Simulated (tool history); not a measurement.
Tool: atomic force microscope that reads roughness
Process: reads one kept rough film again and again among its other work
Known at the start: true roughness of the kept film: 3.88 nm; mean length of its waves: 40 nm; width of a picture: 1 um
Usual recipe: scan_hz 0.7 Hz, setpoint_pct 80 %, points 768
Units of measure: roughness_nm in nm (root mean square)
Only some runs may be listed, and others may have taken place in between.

run    hour  scan_hz  setpoint_pct  points  roughness_nm
  1       0      0.7            80     768         3.521
       20.8  -- new tip fitted
  2    64.1    0.666            80     768          3.49
        101  -- new tip fitted
  3     127      0.7            80     768         3.489
      174.5  -- new tip fitted
  4   180.2    0.542            80     768         3.545
      250.1  -- new tip fitted
  5   257.8      0.7            80     367         3.471
  6     314      0.7            80     768          3.47
      323.5  -- new tip fitted
  7   388.2      0.7            80     768         3.478
      399.9  -- new tip fitted
      446.1  -- height scale calibrated on a step standard
  8   454.1      0.7            80     768         3.465
      474.9  -- new tip fitted
  9   518.3      0.7            80     768         3.469
      551.9  -- new tip fitted
 10   573.5      0.7            80     768         3.477
      628.1  -- new tip fitted
 11   642.3      0.7            80     768         3.502
 12   683.3    2.043            80     768         3.129
      702.1  -- new tip fitted
 13   741.3    1.778            89     768         2.988
      777.7  -- new tip fitted
 14   780.2    1.778            89     768         3.018
      853.9  -- new tip fitted
 15   853.9    1.778            89     768         2.983
 16   892.3    1.778            89     768          2.98
      930.9  -- new tip fitted
 17   942.6    2.148            60     555         3.509
     1006.4  -- new tip fitted
 18  1006.4    1.197            78     864         3.369
 19  1043.7    1.625            78     806           3.3
     1081.1  -- new tip fitted
 20  1085.3      0.7            58     768         3.644
 21  1138.2    3.254            65     821          3.28
     1160.1  -- new tip fitted
 22  1191.7    3.146            61     394         3.374
     1235.3  -- new tip fitted
 23  1264.9      0.7            80     475         3.454
     1310.6  -- new tip fitted
 24  1311.6    0.616            79     454         3.526

Predict each of these 3 candidate next runs independently; none follows another, all start after run 24:
  A  1346.3    1.453            77     449             ?
  B  1346.3    1.101            79     977             ?
  C  1346.3    1.242            65     340             ?

run  roughness_nm
  A         3.327
  B         3.399
  C         3.518
Take away the tool's hidden state, keep each run's random variation, and the runs would have read:
run  roughness_nm
  A         3.331
  B         3.403
  C         3.523

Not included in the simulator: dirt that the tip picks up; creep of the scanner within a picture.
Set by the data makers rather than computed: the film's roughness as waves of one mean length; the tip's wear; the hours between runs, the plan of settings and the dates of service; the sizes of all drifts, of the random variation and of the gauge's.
